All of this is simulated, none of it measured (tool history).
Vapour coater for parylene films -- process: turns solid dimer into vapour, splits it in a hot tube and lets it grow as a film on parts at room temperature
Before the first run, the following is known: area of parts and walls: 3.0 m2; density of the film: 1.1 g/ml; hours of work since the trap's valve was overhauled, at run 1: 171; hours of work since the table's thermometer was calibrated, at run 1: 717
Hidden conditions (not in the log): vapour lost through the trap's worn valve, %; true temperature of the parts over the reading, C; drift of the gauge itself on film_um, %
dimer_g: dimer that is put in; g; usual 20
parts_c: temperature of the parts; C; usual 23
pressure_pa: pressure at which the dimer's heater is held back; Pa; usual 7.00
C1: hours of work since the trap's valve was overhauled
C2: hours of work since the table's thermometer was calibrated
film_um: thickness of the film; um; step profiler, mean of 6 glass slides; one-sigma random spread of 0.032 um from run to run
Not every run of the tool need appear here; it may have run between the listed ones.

{"run": 1, "hour": 0.0, "dimer_g": 20, "parts_c": 23, "pressure_pa": 7.0, "C1": 171, "C2": 717, "film_um": 3.84}
{"run": 2, "hour": 22.1, "dimer_g": 8, "parts_c": 23, "pressure_pa": 7.0, "C1": 191, "C2": 737, "film_um": 1.51}
{"run": 3, "hour": 49.0, "dimer_g": 20, "parts_c": 30, "pressure_pa": 7.0, "C1": 215, "C2": 761, "film_um": 2.69}
{"hour": 93.3, "done": "trap's valve overhauled"}
{"run": 4, "hour": 93.7, "dimer_g": 20, "parts_c": 30, "pressure_pa": 7.0, "C1": 0, "C2": 797, "film_um": 2.87}
{"run": 5, "hour": 135.6, "dimer_g": 20, "parts_c": 30, "pressure_pa": 7.0, "C1": 38, "C2": 835, "film_um": 2.76}
{"run": 6, "hour": 167.0, "dimer_g": 20, "parts_c": 30, "pressure_pa": 7.0, "C1": 66, "C2": 863, "film_um": 2.8}
{"run": 7, "hour": 208.5, "dimer_g": 20, "parts_c": 30, "pressure_pa": 7.0, "C1": 103, "C2": 900, "film_um": 2.78}
{"run": 8, "hour": 225.5, "dimer_g": 20, "parts_c": 23, "pressure_pa": 2.18, "C1": 118, "C2": 915, "film_um": 4.77}
{"run": 9, "hour": 254.0, "dimer_g": 20, "parts_c": 23, "pressure_pa": 2.18, "C1": 143, "C2": 940, "film_um": 4.78}
{"run": 10, "hour": 295.3, "dimer_g": 20, "parts_c": 23, "pressure_pa": 2.18, "C1": 180, "C2": 977, "film_um": 4.74}
{"run": 11, "hour": 331.0, "dimer_g": 13, "parts_c": 23, "pressure_pa": 7.0, "C1": 212, "C2": 1009, "film_um": 2.49}
{"hour": 376.6, "done": "trap's valve overhauled"}
{"run": 12, "hour": 377.2, "dimer_g": 15, "parts_c": 23, "pressure_pa": 7.0, "C1": 1, "C2": 1046, "film_um": 3.09}
{"run": 13, "hour": 405.0, "dimer_g": 20, "parts_c": 23, "pressure_pa": 7.0, "C1": 25, "C2": 1071, "film_um": 4.07}
{"run": 14, "hour": 424.6, "dimer_g": 20, "parts_c": 23, "pressure_pa": 7.0, "C1": 43, "C2": 1089, "film_um": 4.08}
{"run": 15, "hour": 461.5, "dimer_g": 20, "parts_c": 23, "pressure_pa": 7.0, "C1": 76, "C2": 1121, "film_um": 3.99}
{"run": 16, "hour": 487.1, "dimer_g": 20, "parts_c": 23, "pressure_pa": 7.0, "C1": 99, "C2": 1144, "film_um": 3.92}
{"run": 17, "hour": 513.0, "dimer_g": 20, "parts_c": 23, "pressure_pa": 7.0, "C1": 122, "C2": 1167, "film_um": 3.96}
{"run": 18, "hour": 541.5, "dimer_g": 20, "parts_c": 23, "pressure_pa": 7.0, "C1": 147, "C2": 1193, "film_um": 3.87}
{"hour": 563.7, "done": "table's thermometer calibrated"}
{"run": 19, "hour": 580.7, "dimer_g": 20, "parts_c": 23, "pressure_pa": 7.0, "C1": 181, "C2": 15, "film_um": 3.92}
{"run": 20, "hour": 608.7, "dimer_g": 20, "parts_c": 23, "pressure_pa": 7.0, "C1": 206, "C2": 40, "film_um": 3.91}
{"run": 21, "hour": 645.0, "dimer_g": 10, "parts_c": 19, "pressure_pa": 2.09, "C1": 238, "C2": 72, "film_um": 2.72}
{"hour": 659.0, "done": "table's thermometer calibrated, once more"}
{"hour": 663.0, "done": "trap's valve overhauled"}
{"run": 22, "hour": 673.8, "dimer_g": 31, "parts_c": 27, "pressure_pa": 2.09, "C1": 10, "C2": 10, "film_um": 6.2}
{"run": 23, "hour": 706.3, "dimer_g": 31, "parts_c": 27, "pressure_pa": 2.09, "C1": 39, "C2": 39, "film_um": 6.08}
{"run": 24, "hour": 734.2, "dimer_g": 32, "parts_c": 29, "pressure_pa": 10.99, "C1": 63, "C2": 63, "film_um": 4.23}
{"run": 25, "hour": 752.2, "dimer_g": 32, "parts_c": 29, "pressure_pa": 10.99, "C1": 79, "C2": 79, "film_um": 4.23}
{"run": 26, "hour": 778.6, "dimer_g": 32, "parts_c": 28, "pressure_pa": 8.09, "C1": 103, "C2": 103, "film_um": 4.64}
{"run": 27, "hour": 805.7, "dimer_g": 13, "parts_c": 23, "pressure_pa": 7.0, "C1": 127, "C2": 127, "film_um": 2.42}
{"run": 28, "hour": 833.7, "dimer_g": 20, "parts_c": 23, "pressure_pa": 7.02, "C1": 152, "C2": 152, "film_um": 3.75}
{"run": 29, "hour": 860.4, "dimer_g": 20, "parts_c": 34, "pressure_pa": 4.32, "C1": 176, "C2": 176, "film_um": 2.41}
{"run": 30, "hour": 878.1, "dimer_g": 20, "parts_c": 34, "pressure_pa": 4.32, "C1": 192, "C2": 192, "film_um": 2.4}
{"run": 31, "hour": 897.5, "dimer_g": 18, "parts_c": 23, "pressure_pa": 5.42, "C1": 209, "C2": 209, "film_um": 3.49}
{"run": 32, "hour": 915.3, "dimer_g": 23, "parts_c": 22, "pressure_pa": 3.27, "C1": 225, "C2": 225, "film_um": 5.07}
{"hour": 948.1, "done": "trap's valve overhauled"}
{"run": 33, "hour": 951.1, "dimer_g": 24, "parts_c": 22, "pressure_pa": 2.21, "C1": 3, "C2": 253, "film_um": 6.19}
{"run": 34, "hour": 975.2, "dimer_g": 26, "parts_c": 25, "pressure_pa": 2.21, "C1": 24, "C2": 275, "film_um": 5.64}
{"run": 35, "hour": 1003.7, "dimer_g": 14, "parts_c": 35, "pressure_pa": 7.0, "C1": 49, "C2": 300, "film_um": 1.53}
{"run": 36, "hour": 1030.8, "dimer_g": 25, "parts_c": 23, "pressure_pa": 2.56, "C1": 74, "C2": 324, "film_um": 5.8}
{"run": 37, "hour": 1048.1, "dimer_g": 25, "parts_c": 23, "pressure_pa": 2.56, "C1": 89, "C2": 339, "film_um": 5.82}
{"run": 38, "hour": 1077.5, "dimer_g": 25, "parts_c": 23, "pressure_pa": 2.56, "C1": 115, "C2": 366, "film_um": 5.75}
{"run": 39, "hour": 1119.4, "dimer_g": 20, "parts_c": 26, "pressure_pa": 2.96, "C1": 153, "C2": 403, "film_um": 3.85}
{"run": 40, "hour": 1144.5, "dimer_g": 20, "parts_c": 26, "pressure_pa": 2.96, "C1": 175, "C2": 425, "film_um": 3.8}

4 options for the next run, each taken on its own from the tool as it stands now. Forecast them:
{"run": "A", "hour": 1178.1, "dimer_g": 20, "parts_c": 19, "pressure_pa": 3.32, "C1": 205, "C2": 455, "film_um": "?"}
{"run": "B", "hour": 1178.1, "dimer_g": 20, "parts_c": 16, "pressure_pa": 9.14, "C1": 205, "C2": 455, "film_um": "?"}
{"run": "C", "hour": 1178.1, "dimer_g": 20, "parts_c": 27, "pressure_pa": 3.18, "C1": 205, "C2": 455, "film_um": "?"}
{"run": "D", "hour": 1178.1, "dimer_g": 20, "parts_c": 35, "pressure_pa": 2.96, "C1": 205, "C2": 455, "film_um": "?"}

run=A film_um=5.21
run=B film_um=4.94
run=C film_um=3.54
run=D film_um=2.40
The same runs, with their run-to-run variation unchanged, on a tool lacking any hidden condition would have given:
run=A film_um=5.43
run=B film_um=5.15
run=C film_um=3.70
run=D film_um=2.51
